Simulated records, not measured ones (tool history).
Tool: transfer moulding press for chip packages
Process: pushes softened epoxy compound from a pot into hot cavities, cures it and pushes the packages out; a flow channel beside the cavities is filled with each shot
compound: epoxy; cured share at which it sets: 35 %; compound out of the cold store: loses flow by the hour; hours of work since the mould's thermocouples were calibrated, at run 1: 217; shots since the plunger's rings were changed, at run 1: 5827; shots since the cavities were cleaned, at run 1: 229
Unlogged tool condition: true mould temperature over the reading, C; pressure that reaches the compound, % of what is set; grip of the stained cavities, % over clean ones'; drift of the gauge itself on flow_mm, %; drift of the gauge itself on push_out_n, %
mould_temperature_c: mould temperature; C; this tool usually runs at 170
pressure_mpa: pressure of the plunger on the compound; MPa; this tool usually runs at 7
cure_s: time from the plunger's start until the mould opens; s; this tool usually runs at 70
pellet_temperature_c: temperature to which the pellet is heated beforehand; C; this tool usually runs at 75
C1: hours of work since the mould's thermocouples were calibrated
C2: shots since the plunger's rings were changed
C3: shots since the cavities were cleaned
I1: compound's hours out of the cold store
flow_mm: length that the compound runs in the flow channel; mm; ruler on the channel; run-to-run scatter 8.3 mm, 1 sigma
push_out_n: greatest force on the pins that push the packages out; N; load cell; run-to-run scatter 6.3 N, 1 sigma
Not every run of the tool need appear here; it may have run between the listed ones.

Run 1, hour 0: usual settings; C1 217; C2 5827; C3 229; I1 39.8. Result: flow_mm 830 mm, push_out_n 355 N.
At hour 34.1: plunger's sealing rings changed.
At hour 42.5: cavities cleaned with cleaning compound and waxed.
Run 2, hour 44.2: usual settings; C1 238; C2 98; C3 19; I1 11.8. Result: flow_mm 978 mm, push_out_n 281 N.
Run 3, hour 78.8: usual settings; C1 256; C2 491; C3 412; I1 30.5. Result: flow_mm 919 mm, push_out_n 423 N.
At hour 100.9: cavities cleaned with cleaning compound and waxed.
Run 4, hour 113.8: usual settings; C1 274; C2 870; C3 147; I1 28.6. Result: flow_mm 941 mm, push_out_n 341 N.
Run 5, hour 137.8: usual settings; C1 286; C2 1142; C3 419; I1 25.6. Result: flow_mm 935 mm, push_out_n 456 N.
At hour 159.3: cavities cleaned with cleaning compound and waxed.
Run 6, hour 164.5: usual settings but pressure_mpa 7.41 MPa; C1 299; C2 1427; C3 58; I1 47. Result: flow_mm 886 mm, push_out_n 277 N.
At hour 190.4: mould's thermocouples calibrated.
Run 7, hour 213.2: usual settings but pressure_mpa 7.41 MPa, pellet_temperature_c 73 C; C1 12; C2 1957; C3 588; I1 17.6. Result: flow_mm 976 mm, push_out_n 490 N.
At hour 223.3: cavities cleaned with cleaning compound and waxed.
Run 8, hour 237.5: usual settings but pressure_mpa 7.41 MPa, pellet_temperature_c 73 C; C1 24; C2 2216; C3 162; I1 11.5. Result: flow_mm 1013 mm, push_out_n 376 N.
Run 9, hour 263.8: usual settings but pressure_mpa 7.41 MPa, pellet_temperature_c 73 C; C1 38; C2 2514; C3 460; I1 39.4. Result: flow_mm 904 mm, push_out_n 444 N.
At hour 282.4: cavities cleaned with cleaning compound and waxed.
Run 10, hour 306.2: usual settings; C1 59; C2 2977; C3 270; I1 43.1. Result: flow_mm 862 mm, push_out_n 390 N.
Run 11, hour 336.6: usual settings; C1 75; C2 3321; C3 614; I1 21.9. Result: flow_mm 935 mm, push_out_n 507 N.
At hour 342.3: cavities cleaned with cleaning compound and waxed.
Run 12, hour 366.5: usual settings; C1 90; C2 3644; C3 274; I1 36.8. Result: flow_mm 882 mm, push_out_n 397 N.
Run 13, hour 396.5: usual settings but mould_temperature_c 174 C; C1 105; C2 3984; C3 614; I1 45.7. Result: flow_mm 816 mm, push_out_n 395 N.
At hour 401.4: cavities cleaned with cleaning compound and waxed.
Run 14, hour 424.6: usual settings but mould_temperature_c 164 C, pressure_mpa 6.76 MPa, pellet_temperature_c 71 C; C1 119; C2 4286; C3 264; I1 32.4. Result: flow_mm 892 mm, push_out_n 681 N.
At hour 443.6: mould's thermocouples calibrated, once more.
Run 15, hour 445.6: usual settings but mould_temperature_c 164 C, pressure_mpa 6.76 MPa, pellet_temperature_c 71 C; C1 1; C2 4501; C3 479; I1 36.2. Result: flow_mm 883 mm, push_out_n 713 N.
At hour 464: cavities cleaned with cleaning compound and waxed.
Run 16, hour 485.5: usual settings but mould_temperature_c 164 C, pressure_mpa 6.76 MPa, pellet_temperature_c 71 C; C1 21; C2 4936; C3 243; I1 18.6. Result: flow_mm 913 mm, push_out_n 616 N.
At hour 523.8: cavities cleaned with cleaning compound and waxed.
Run 17, hour 531.2: usual settings but mould_temperature_c 164 C, pressure_mpa 5.65 MPa, cure_s 88 s, pellet_temperature_c 69 C; C1 44; C2 5438; C3 85; I1 27.5. Result: flow_mm 821 mm, push_out_n 268 N.
Run 18, hour 572.6: usual settings but pressure_mpa 7.46 MPa, pellet_temperature_c 82 C; C1 66; C2 5906; C3 553; I1 10.5. Result: flow_mm 944 mm, push_out_n 457 N.
At hour 584.2: cavities cleaned with cleaning compound and waxed.
At hour 604.4: plunger's sealing rings changed.
Run 19, hour 622.6: usual settings but pressure_mpa 7.46 MPa, pellet_temperature_c 82 C; C1 90; C2 207; C3 407; I1 16.4. Result: flow_mm 997 mm, push_out_n 408 N.
At hour 647.5: cavities cleaned with cleaning compound and waxed.
Run 20, hour 655.4: usual settings but mould_temperature_c 167 C, cure_s 65 s; C1 106; C2 562; C3 90; I1 14.5. Result: flow_mm 983 mm, push_out_n 499 N.
Run 21, hour 677.2: usual settings but mould_temperature_c 164 C, cure_s 107 s; C1 118; C2 809; C3 337; I1 37.1. Result: flow_mm 920 mm, push_out_n 295 N.

Run 22 comes next. What will it give?
Run 22, hour 701.7: usual settings but mould_temperature_c 164 C, cure_s 107 s; C1 130; C2 1087; C3 615; I1 17.7. Result: flow_mm ?, push_out_n ?.

flow_mm: 991 mm
push_out_n: 350 N
On a tool with no hidden condition, and with the same random variation, this run would have come out at flow_mm 1006 mm, push_out_n 182 N.
